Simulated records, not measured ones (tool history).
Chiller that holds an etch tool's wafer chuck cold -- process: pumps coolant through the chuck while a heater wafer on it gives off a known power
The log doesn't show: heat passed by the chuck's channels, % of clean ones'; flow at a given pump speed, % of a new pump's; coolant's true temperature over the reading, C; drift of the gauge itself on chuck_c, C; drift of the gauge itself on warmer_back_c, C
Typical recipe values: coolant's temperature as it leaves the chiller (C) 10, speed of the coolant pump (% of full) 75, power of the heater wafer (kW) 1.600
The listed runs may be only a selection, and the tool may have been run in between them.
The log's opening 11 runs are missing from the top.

run    hour  coolant's temperature as it leaves the chiller (C)  speed of the coolant pump (% of full)  power of the heater wafer (kW)  hours since the coolant was changed and the channels were flushed  hours since the pump was overhauled  hours since the chiller's thermometer was calibrated  chuck's temperature once it has settled (K)  how much warmer the coolant comes back (C)
 12  1823.3                                                  10                                     75                           1.600                                                               2950                                 3425                                                  1823                                       300.75                                        3.92
 13  2056.6                                                  10                                     75                           1.600                                                               3184                                 3658                                                  2057                                       300.75                                        3.92
 14  2261.6                                                  10                                     75                           1.600                                                               3388                                 3863                                                  2262                                       300.95                                        3.94
 15  2462.1                                                  10                                     75                           1.600                                                               3589                                 4064                                                  2462                                       301.05                                        4.00
     2541.7  -- chiller's thermometer calibrated
 16  2673.9                                                  10                                     75                           1.600                                                               3800                                 4275                                                   132                                       301.15                                        4.00
 17  2864.1                                                  17                                     75                           0.844                                                               3990                                 4465                                                   322                                       299.35                                        2.09
 18  2970.4                                                   8                                     62                           1.906                                                               4096                                 4571                                                   429                                       306.65                                        5.93
 19  3149.4                                                  13                                     67                           1.130                                                               4275                                 4750                                                   608                                       300.35                                        3.25
 20  3341.6                                                  13                                     67                           1.130                                                               4468                                 4942                                                   800                                       300.15                                        3.27
 21  3462.5                                                  10                                     67                           1.043                                                               4588                                 5063                                                   921                                       296.15                                        3.00
 22  3590.0                                                  10                                     67                           1.043                                                               4716                                 5191                                                  1048                                       296.25                                        3.05
 23  3818.0                                                  10                                     67                           1.043                                                               4944                                 5419                                                  1276                                       296.15                                        3.11
 24  3928.0                                                  15                                     71                           1.043                                                               5054                                 5529                                                  1386                                       300.65                                        2.89
     3966.7  -- chiller's thermometer calibrated, once more
 25  4092.2                                                  15                                     71                           1.043                                                               5217                                 5692                                                   126                                       301.35                                        2.89
 26  4190.5                                                  15                                     71                           1.043                                                               5315                                 5790                                                   224                                       301.45                                        2.89
 27  4353.5                                                   4                                     89                           1.726                                                               5478                                 5953                                                   387                                       295.45                                        3.77
 28  4544.9                                                  18                                     65                           2.189                                                               5670                                 6145                                                   578                                       321.15                                        6.78

Estimate the outcome of run 29 from the log above:
     4714.6  -- coolant changed, channels flushed
 29  4732.1                                                  10                                     75                           1.003                                                                 17                                 6326                                                   759                                            ?                                           ?

chuck's temperature once it has settled (K): 294.55
how much warmer the coolant comes back (C): 2.68
The same run, on a tool lacking any hidden state, would have yielded chuck's temperature once it has settled (K) 293.25, how much warmer the coolant comes back (C) 2.28.
